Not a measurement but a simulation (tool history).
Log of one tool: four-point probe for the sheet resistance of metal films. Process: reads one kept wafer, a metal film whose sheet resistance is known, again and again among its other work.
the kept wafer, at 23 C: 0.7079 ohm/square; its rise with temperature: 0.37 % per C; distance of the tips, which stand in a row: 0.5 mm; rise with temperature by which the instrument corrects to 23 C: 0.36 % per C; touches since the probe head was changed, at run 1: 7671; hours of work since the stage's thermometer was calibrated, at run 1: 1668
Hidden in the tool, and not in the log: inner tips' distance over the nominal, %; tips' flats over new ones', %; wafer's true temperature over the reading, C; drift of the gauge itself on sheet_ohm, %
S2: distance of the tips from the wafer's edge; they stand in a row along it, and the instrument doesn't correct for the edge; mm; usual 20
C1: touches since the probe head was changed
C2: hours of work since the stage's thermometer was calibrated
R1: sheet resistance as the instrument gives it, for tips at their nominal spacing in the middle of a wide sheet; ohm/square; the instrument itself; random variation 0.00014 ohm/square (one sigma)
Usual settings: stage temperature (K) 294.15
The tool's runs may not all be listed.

{"run": 1, "day": 0.0, "stage temperature (K)": 294.15, "S2": 20, "C1": 7671, "C2": 1668, "R1": 0.703591}
{"run": 2, "day": 1.875, "stage temperature (K)": 294.15, "S2": 20, "C1": 8653, "C2": 1688, "R1": 0.703693}
{"run": 3, "day": 6.208, "stage temperature (K)": 294.15, "S2": 4, "C1": 10921, "C2": 1733, "R1": 0.70941}
{"run": 4, "day": 8.525, "stage temperature (K)": 294.15, "S2": 4, "C1": 12132, "C2": 1757, "R1": 0.709182}
{"run": 5, "day": 12.138, "stage temperature (K)": 294.15, "S2": 4, "C1": 14023, "C2": 1794, "R1": 0.709298}
{"run": 6, "day": 16.433, "stage temperature (K)": 292.15, "S2": 20, "C1": 16270, "C2": 1839, "R1": 0.703317}
{"run": 7, "day": 18.408, "stage temperature (K)": 300.15, "S2": 22, "C1": 17306, "C2": 1860, "R1": 0.703801}
{"run": 8, "day": 22.254, "stage temperature (K)": 306.15, "S2": 7, "C1": 19317, "C2": 1900, "R1": 0.705992}
{"day": 24.308, "done": "stage's thermometer calibrated"}
{"run": 9, "day": 26.746, "stage temperature (K)": 306.15, "S2": 6, "C1": 21657, "C2": 25, "R1": 0.707546}
{"run": 10, "day": 31.008, "stage temperature (K)": 297.15, "S2": 21, "C1": 23888, "C2": 70, "R1": 0.703931}
{"run": 11, "day": 35.175, "stage temperature (K)": 294.15, "S2": 12, "C1": 26068, "C2": 113, "R1": 0.703916}
{"run": 12, "day": 38.258, "stage temperature (K)": 294.15, "S2": 4, "C1": 27681, "C2": 145, "R1": 0.709399}

Hidden state at the last listed run before each entry between runs and at the first one after, where it differs:
Between runs 8 and 9: stage's thermometer calibrated (day 24.308)
  inner tips' distance over the nominal, %: -0.46 -> -0.477; tips' flats over new ones', %: 8 -> 9; wafer's true temperature over the reading, C: -0.48 -> -0.1
  measured less the result without the state, R1: -0.004747 -> -0.003916 ohm/square
